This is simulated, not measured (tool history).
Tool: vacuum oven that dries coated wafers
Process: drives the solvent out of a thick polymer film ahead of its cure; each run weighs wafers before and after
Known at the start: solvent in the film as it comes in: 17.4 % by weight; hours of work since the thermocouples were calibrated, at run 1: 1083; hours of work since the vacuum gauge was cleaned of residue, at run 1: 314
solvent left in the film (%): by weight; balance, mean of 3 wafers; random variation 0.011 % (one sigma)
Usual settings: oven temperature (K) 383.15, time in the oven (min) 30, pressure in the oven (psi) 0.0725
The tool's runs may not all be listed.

| run | hour | oven temperature (K) | time in the oven (min) | pressure in the oven (psi) | hours of work since the thermocouples were calibrated | hours of work since the vacuum gauge was cleaned of residue | solvent left in the film (%) |
|---|---|---|---|---|---|---|---|
| 1 | 0.0 | 383.15 | 30 | 0.0725 | 1083 | 314 | 1.02 |
| 2 | 8.6 | 383.15 | 30 | 0.0725 | 1087 | 318 | 1.02 |
| 3 | 24.7 | 383.15 | 30 | 0.0725 | 1094 | 325 | 1.02 |
| 4 | 38.2 | 383.15 | 30 | 0.0725 | 1100 | 331 | 1.01 |
| 5 | 51.7 | 383.15 | 30 | 0.0725 | 1106 | 337 | 1.00 |
| 6 | 66.9 | 383.15 | 30 | 0.0725 | 1113 | 344 | 1.02 |
| 7 | 76.1 | 375.15 | 30 | 0.0725 | 1118 | 348 | 2.18 |
| 8 | 84.8 | 375.15 | 30 | 0.0725 | 1121 | 352 | 2.19 |
| 9 | 98.3 | 375.15 | 30 | 0.0725 | 1127 | 358 | 2.18 |
|  | 101.0 | vacuum gauge cleaned of residue and calibrated |
| 10 | 110.1 | 383.15 | 21 | 0.0725 | 1132 | 4 | 1.98 |
| 11 | 125.3 | 383.15 | 21 | 0.0725 | 1139 | 11 | 2.00 |
| 12 | 141.4 | 383.15 | 21 | 0.0725 | 1146 | 18 | 1.98 |
|  | 152.8 | oven's thermocouples calibrated |
| 13 | 153.8 | 376.15 | 37 | 0.2644 | 0 | 23 | 2.97 |
| 14 | 170.4 | 371.15 | 19 | 0.0609 | 8 | 30 | 5.69 |
| 15 | 181.8 | 371.15 | 33 | 0.0518 | 13 | 36 | 3.04 |
|  | 190.3 | vacuum gauge cleaned of residue and calibrated, once more |
| 16 | 193.1 | 371.15 | 41 | 0.0365 | 17 | 1 | 1.93 |
| 17 | 204.3 | 371.15 | 41 | 0.0365 | 23 | 6 | 1.95 |
| 18 | 211.8 | 397.15 | 31 | 0.0379 | 26 | 10 | 0.17 |
| 19 | 220.4 | 397.15 | 31 | 0.0379 | 30 | 14 | 0.18 |
| 20 | 234.7 | 397.15 | 31 | 0.0379 | 36 | 20 | 0.18 |
| 21 | 251.6 | 383.15 | 46 | 0.0725 | 44 | 28 | 0.56 |
| 22 | 259.2 | 380.15 | 46 | 0.0396 | 47 | 31 | 0.55 |

Some steps in solvent left in the film (%) between neighbouring runs. How much of each would the tool show without its hidden state too (settings, what came in, random variation), and how much is left for the hidden state, with any gauge scatter that isn't in both results?
The hidden state here: true wafer temperature over the reading, C; true pressure over the reading, kPa; drift of the gauge itself on solvent_pct, %.
Run 12 -> 13: oven temperature (K) 383.15 -> 376.15, time in the oven (min) 21 -> 37, pressure in the oven (psi) 0.0725 -> 0.2644, oven's thermocouples calibrated. solvent left in the film (%) +0.99: hidden state +0.43, all else +0.56.
Run 13 -> 14: oven temperature (K) 376.15 -> 371.15, time in the oven (min) 37 -> 19, pressure in the oven (psi) 0.2644 -> 0.0609. solvent left in the film (%) +2.72: hidden state +0.05, all else +2.67.
Run 14 -> 15: time in the oven (min) 19 -> 33, pressure in the oven (psi) 0.0609 -> 0.0518. solvent left in the film (%) -2.65: hidden state -0.01, all else -2.64.
Run 15 -> 16: time in the oven (min) 33 -> 41, pressure in the oven (psi) 0.0518 -> 0.0365, vacuum gauge cleaned of residue and calibrated, once more. solvent left in the film (%) -1.11: hidden state -0.18, all else -0.93.

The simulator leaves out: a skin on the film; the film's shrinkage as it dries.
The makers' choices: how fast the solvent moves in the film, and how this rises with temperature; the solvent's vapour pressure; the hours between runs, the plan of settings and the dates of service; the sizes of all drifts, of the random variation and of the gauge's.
